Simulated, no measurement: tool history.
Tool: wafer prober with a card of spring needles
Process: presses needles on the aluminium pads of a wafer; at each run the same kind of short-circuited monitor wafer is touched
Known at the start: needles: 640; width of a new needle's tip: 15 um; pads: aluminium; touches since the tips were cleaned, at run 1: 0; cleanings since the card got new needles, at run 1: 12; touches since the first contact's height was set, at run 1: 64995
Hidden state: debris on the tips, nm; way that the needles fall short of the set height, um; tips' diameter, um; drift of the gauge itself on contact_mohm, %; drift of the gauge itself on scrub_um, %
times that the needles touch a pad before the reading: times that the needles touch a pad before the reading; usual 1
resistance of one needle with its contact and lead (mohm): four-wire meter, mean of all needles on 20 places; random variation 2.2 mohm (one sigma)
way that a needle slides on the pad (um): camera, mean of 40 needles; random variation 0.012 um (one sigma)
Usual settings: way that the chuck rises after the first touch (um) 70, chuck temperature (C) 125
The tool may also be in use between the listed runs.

run   hour  way that the chuck rises after the first touch (um)  chuck temperature (C)  times that the needles touch a pad before the reading  touches since the tips were cleaned  cleanings since the card got new needles  touches since the first contact's height was set  resistance of one needle with its contact and lead (mohm)  way that a needle slides on the pad (um)
  1    0.0                                                   70                    125                                                      1                                    0                                        12                                             64995                                                        244                                     11.09
       7.0  -- tips cleaned on abrasive film
      13.9  -- tips cleaned on abrasive film
      22.6  -- tips cleaned on abrasive film
  2   29.3                                                   84                    125                                                      1                                 4248                                        15                                             83391                                                        299                                     13.30
      31.1  -- tips cleaned on abrasive film
      39.8  -- tips cleaned on abrasive film
      48.5  -- tips cleaned on abrasive film
      55.5  -- tips cleaned on abrasive film
      64.1  -- tips cleaned on abrasive film
      72.8  -- tips cleaned on abrasive film
  3   73.6                                                   78                    125                                                      1                                  532                                        21                                            111130                                                        266                                     12.31
      80.6  -- tips cleaned on abrasive film
      87.6  -- tips cleaned on abrasive film
      96.3  -- tips cleaned on abrasive film
     104.9  -- tips cleaned on abrasive film
     107.0  -- height of the first contact set anew
  4  111.7                                                   53                    125                                                      1                                 4093                                        25                                              3005                                                        381                                      8.47
     113.5  -- tips cleaned on abrasive film
     120.5  -- tips cleaned on abrasive film
     129.2  -- tips cleaned on abrasive film
     137.8  -- tips cleaned on abrasive film
  5  140.7                                                   53                    125                                                      1                                 1838                                        29                                             21168                                                        340                                      8.43
     146.0  -- tips cleaned on abrasive film
     152.9  -- tips cleaned on abrasive film
     161.6  -- tips cleaned on abrasive film
  6  164.3                                                   53                    125                                                      1                                 1725                                        32                                             35951                                                        344                                      8.41
     169.6  -- tips cleaned on abrasive film
     178.3  -- tips cleaned on abrasive film
  7  183.7                                                   53                    125                                                      1                                 3436                                        34                                             48094                                                        385                                      8.40
     185.5  -- tips cleaned on abrasive film
     194.2  -- tips cleaned on abrasive film
     202.9  -- tips cleaned on abrasive film
  8  209.3                                                   53                    125                                                      1                                 4080                                        37                                             64147                                                        384                                      8.38
     211.1  -- tips cleaned on abrasive film
     219.8  -- tips cleaned on abrasive film
     228.5  -- tips cleaned on abrasive film
  9  232.8                                                   53                    125                                                      1                                 2764                                        40                                             78882                                                        371                                      8.36

The next listed run, before its measurement:
     236.4  -- tips cleaned on abrasive film
     245.1  -- tips cleaned on abrasive film
     252.0  -- tips cleaned on abrasive film
     260.0  -- tips cleaned on abrasive film
 10  260.0                                                   70                     81                                                      3                                    0                                        44                                             95823                                                          ?                                         ?

resistance of one needle with its contact and lead (mohm): 233
way that a needle slides on the pad (um): 11.04
Without the tool's hidden state the same run would have given resistance of one needle with its contact and lead (mohm) 230, way that a needle slides on the pad (um) 11.19.

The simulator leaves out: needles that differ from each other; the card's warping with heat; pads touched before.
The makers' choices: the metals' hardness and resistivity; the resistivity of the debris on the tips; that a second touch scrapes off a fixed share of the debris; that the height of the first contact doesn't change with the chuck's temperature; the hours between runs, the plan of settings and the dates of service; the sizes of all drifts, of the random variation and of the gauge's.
